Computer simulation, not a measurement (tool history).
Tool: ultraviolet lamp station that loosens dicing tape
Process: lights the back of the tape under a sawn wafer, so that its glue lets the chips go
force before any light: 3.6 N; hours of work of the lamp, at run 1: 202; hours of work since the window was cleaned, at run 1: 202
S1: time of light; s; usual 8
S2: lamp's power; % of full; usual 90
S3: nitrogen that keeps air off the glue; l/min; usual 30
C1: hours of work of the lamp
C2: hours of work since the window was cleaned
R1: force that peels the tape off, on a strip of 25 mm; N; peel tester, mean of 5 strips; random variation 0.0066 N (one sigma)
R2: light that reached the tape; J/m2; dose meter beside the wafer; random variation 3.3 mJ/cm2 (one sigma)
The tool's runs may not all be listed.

| run | hour | S1 | S2 | S3 | C1 | C2 | R1 | R2 |
|---|---|---|---|---|---|---|---|---|
| 1 | 0 | 8 | 90 | 30 | 202 | 202 | 0.219 | 5130 |
| 2 | 30 | 8 | 90 | 30 | 219 | 219 | 0.217 | 5160 |
| 3 | 64.3 | 12 | 90 | 30 | 240 | 240 | 0.204 | 7660 |
| 4 | 91.1 | 8 | 70 | 30 | 255 | 255 | 0.245 | 4020 |
| 5 | 118.3 | 8 | 70 | 30 | 271 | 271 | 0.252 | 3970 |
| 6 | 143.3 | 8 | 90 | 30 | 286 | 286 | 0.218 | 5140 |
| 7 | 170.3 | 6 | 90 | 30 | 302 | 302 | 0.253 | 3870 |
| 8 | 191.3 | 8 | 63 | 30 | 314 | 314 | 0.267 | 3580 |
| 9 | 225.8 | 8 | 90 | 30 | 335 | 335 | 0.226 | 5120 |
| 10 | 250.1 | 8 | 67 | 30 | 349 | 349 | 0.256 | 3840 |
| 11 | 282.2 | 7 | 90 | 13 | 368 | 368 | 0.252 | 4510 |
| 12 | 298.8 | 13 | 90 | 28 | 378 | 378 | 0.199 | 8410 |
| 13 | 326.8 | 7 | 89 | 28 | 394 | 394 | 0.241 | 4490 |
| 14 | 343.6 | 5 | 81 | 22 | 404 | 404 | 0.388 | 2890 |
| 15 | 363.9 | 10 | 61 | 17 | 416 | 416 | 0.263 | 4340 |
| 16 | 394.9 | 6 | 88 | 53 | 434 | 434 | 0.238 | 3740 |
| 17 | 412.9 | 6 | 88 | 53 | 445 | 445 | 0.242 | 3800 |
| 18 | 452.1 | 8 | 61 | 39 | 468 | 468 | 0.274 | 3480 |
| 19 | 473.7 | 8 | 89 | 10 | 481 | 481 | 0.256 | 5060 |
| 20 | 506.2 | 8 | 92 | 25 | 500 | 500 | 0.21 | 5280 |

5 ways to go on from here, each from the tool as it stands after run 20. What would each give?
| A | 526.9 | 8 | 67 | 26 | 512 | 512 | ? | ? |
| B | 526.9 | 11 | 76 | 56 | 512 | 512 | ? | ? |
| C | 526.9 | 11 | 90 | 51 | 512 | 512 | ? | ? |
| D | 526.9 | 5 | 92 | 25 | 512 | 512 | ? | ? |
| E | 526.9 | 11 | 95 | 16 | 512 | 512 | ? | ? |

| run | R1 | R2 |
|---|---|---|
| A | 0.265 | 3850 |
| B | 0.207 | 6030 |
| C | 0.199 | 7020 |
| D | 0.313 | 3270 |
| E | 0.194 | 7440 |
Without the tool's hidden state the same runs would have given:
| run | R1 | R2 |
|---|---|---|
| A | 0.264 | 3860 |
| B | 0.207 | 6050 |
| C | 0.199 | 7040 |
| D | 0.311 | 3280 |
| E | 0.194 | 7460 |

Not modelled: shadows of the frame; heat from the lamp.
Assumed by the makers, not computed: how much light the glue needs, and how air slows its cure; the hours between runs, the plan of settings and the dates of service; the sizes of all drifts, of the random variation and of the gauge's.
